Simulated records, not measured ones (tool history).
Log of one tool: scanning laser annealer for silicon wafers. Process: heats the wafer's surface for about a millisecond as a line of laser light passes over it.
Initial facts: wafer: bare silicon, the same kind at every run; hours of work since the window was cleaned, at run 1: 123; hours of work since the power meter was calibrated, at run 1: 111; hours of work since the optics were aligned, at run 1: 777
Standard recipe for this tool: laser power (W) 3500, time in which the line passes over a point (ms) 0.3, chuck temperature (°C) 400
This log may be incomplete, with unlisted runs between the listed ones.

run	hour	laser power (W)	time in which the line passes over a point (ms)	chuck temperature (°C)	hours of work since the window was cleaned	hours of work since the power meter was calibrated	hours of work since the optics were aligned	highest temperature of the surface (°C)
1	0	3500	0.3	400	123	111	777	1147
2	8.1	3500	0.3	400	127	116	782	1147
3	20.3	3500	0.3	400	134	123	789	1144
4	31.8	3710	0.3	400	141	130	796	1196
5	42.2	3710	0.3	400	147	136	802	1191
6	52.7	3710	0.3	400	153	142	808	1189
7	59.1	3710	0.3	400	157	146	811	1189
8	66.7	3710	0.3	400	161	150	816	1194
9	79	3500	0.3	381	169	157	823	1121
10	92.1	3500	0.3	381	176	165	831	1116
11	104.2	3500	0.3	391	183	172	838	1128
12	113.7	3500	0.3	391	189	178	843	1129
13	124.2	3500	0.3	391	195	184	849	1128
14	130	3500	0.3	400	198	187	853	1135
15	136.9	3570	0.3	400	202	191	857	1152
16	146.7	3500	0.3	371	208	197	862	1103
17	154.6	3500	0.3	371	213	201	867	1105
18	167.5	3500	0.3	400	220	209	875	1134
19	175.6	3500	0.3	400	225	214	879	1132
20	184.2	3500	0.3	400	230	219	884	1130
21	196.3	3500	0.3	400	237	226	891	1129
22	208.7	3500	0.3	400	244	233	899	1127
23	217.7	3500	0.3	400	249	238	904	1128
24	228.2	3141	0.234	427	256	244	910	990
25	240.4	3141	0.234	427	263	251	917	987
26	249.8	3141	0.234	427	268	257	922	988
27	257.1	3141	0.234	427	272	261	927	989
28	265.7	3141	0.234	427	277	266	932	986
29	277.9	3500	0.297	424	284	273	939	1142
30	291.3	3717	0.289	400	292	281	947	1157
31	304.2	3234	0.289	420	300	289	954	1066
32	315.3	3587	0.31	420	306	295	961	1172
33	327.5	3587	0.31	420	313	302	968	1173
34	340.9	3587	0.31	420	321	310	976	1173
35	355.4	3587	0.31	420	330	318	984	1175
36	368	3587	0.279	423	337	326	991	1130
37	382.2	3149	0.307	375	345	334	1000	1019
38	393.8	3777	0.288	426	352	341	1006	1185
39	404.7	3777	0.288	426	358	347	1013	1185

Consider 4 possible next runs. They are alternatives, not a sequence: every one starts from the tool as it was left by run 39. What does each give?
# hour 412.9: window over the wafer cleaned
A	413.3	3500	0.273	419	0	351	1017	?
# hour 412.9: window over the wafer cleaned
B	413.3	3374	0.243	368	0	351	1017	?
# hour 412.9: window over the wafer cleaned
C	413.3	3601	0.3	400	0	351	1017	?
# hour 412.9: window over the wafer cleaned
D	413.3	3100	0.288	437	0	351	1017	?

run	highest temperature of the surface (°C)
A	1145
B	1022
C	1192
D	1088
With the hidden condition removed and each run's random variation left untouched, the same runs would have given:
run	highest temperature of the surface (°C)
A	1152
B	1028
C	1200
D	1095

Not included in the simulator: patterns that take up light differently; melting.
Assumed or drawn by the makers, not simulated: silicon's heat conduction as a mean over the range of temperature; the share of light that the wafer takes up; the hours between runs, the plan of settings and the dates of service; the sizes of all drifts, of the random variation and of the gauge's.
